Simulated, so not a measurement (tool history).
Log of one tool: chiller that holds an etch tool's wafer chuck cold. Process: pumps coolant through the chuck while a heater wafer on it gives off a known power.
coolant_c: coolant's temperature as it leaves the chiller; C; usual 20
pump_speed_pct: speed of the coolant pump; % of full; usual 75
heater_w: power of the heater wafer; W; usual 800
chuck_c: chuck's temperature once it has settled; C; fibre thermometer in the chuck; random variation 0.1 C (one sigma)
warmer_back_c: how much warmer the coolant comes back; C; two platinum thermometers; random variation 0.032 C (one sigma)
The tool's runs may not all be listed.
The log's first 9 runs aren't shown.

| run | hour | coolant_c | pump_speed_pct | heater_w | chuck_c | warmer_back_c |
|---|---|---|---|---|---|---|
| 10 | 382.0 | 20 | 75 | 800 | 27.2 | 4.04 |
| 11 | 449.8 | 20 | 75 | 800 | 27.3 | 4.05 |
|  | 453.9 | chiller's thermometer calibrated |
| 12 | 485.4 | 20 | 75 | 800 | 27.1 | 4.06 |
| 13 | 544.7 | 20 | 75 | 800 | 27.3 | 4.01 |
| 14 | 600.8 | 20 | 75 | 800 | 27.1 | 4.06 |
| 15 | 647.6 | 20 | 75 | 800 | 27.4 | 4.11 |
| 16 | 675.8 | 20 | 75 | 800 | 27.0 | 4.13 |
|  | 720.8 | coolant changed, channels flushed |
| 17 | 732.4 | 20 | 75 | 800 | 26.1 | 4.06 |
| 18 | 764.2 | 20 | 75 | 630 | 24.7 | 3.28 |
| 19 | 832.5 | 23 | 74 | 443 | 26.2 | 2.35 |
|  | 844.9 | chiller's thermometer calibrated, once more |
| 20 | 896.1 | 21 | 64 | 800 | 28.6 | 4.84 |
| 21 | 934.1 | 14 | 64 | 754 | 21.3 | 4.55 |
| 22 | 989.1 | 18 | 64 | 719 | 24.8 | 4.26 |
| 23 | 1027.3 | 20 | 75 | 1187 | 29.7 | 6.10 |
| 24 | 1055.9 | 11 | 92 | 800 | 16.5 | 3.28 |
| 25 | 1087.7 | 11 | 92 | 800 | 16.3 | 3.32 |
| 26 | 1137.2 | 11 | 92 | 800 | 16.4 | 3.35 |
| 27 | 1167.8 | 12 | 61 | 800 | 20.0 | 5.12 |
| 28 | 1202.7 | 20 | 60 | 923 | 29.3 | 6.01 |
| 29 | 1232.5 | 20 | 60 | 923 | 29.6 | 5.99 |
| 30 | 1268.4 | 20 | 60 | 923 | 29.5 | 6.04 |
| 31 | 1297.9 | 20 | 60 | 923 | 29.4 | 6.06 |

3 ways to go on from here, each from the tool as it stands after run 31. What would each give?
| A | 1330.5 | 30 | 73 | 459 | ? | ? |
| B | 1330.5 | 16 | 98 | 653 | ? | ? |
| C | 1330.5 | 13 | 75 | 744 | ? | ? |

| run | chuck_c | warmer_back_c |
|---|---|---|
| A | 33.9 | 2.45 |
| B | 20.2 | 2.49 |
| C | 19.3 | 3.88 |
Without the tool's hidden state the same runs would have given:
| run | chuck_c | warmer_back_c |
|---|---|---|
| A | 33.6 | 2.30 |
| B | 19.9 | 2.34 |
| C | 18.9 | 3.64 |
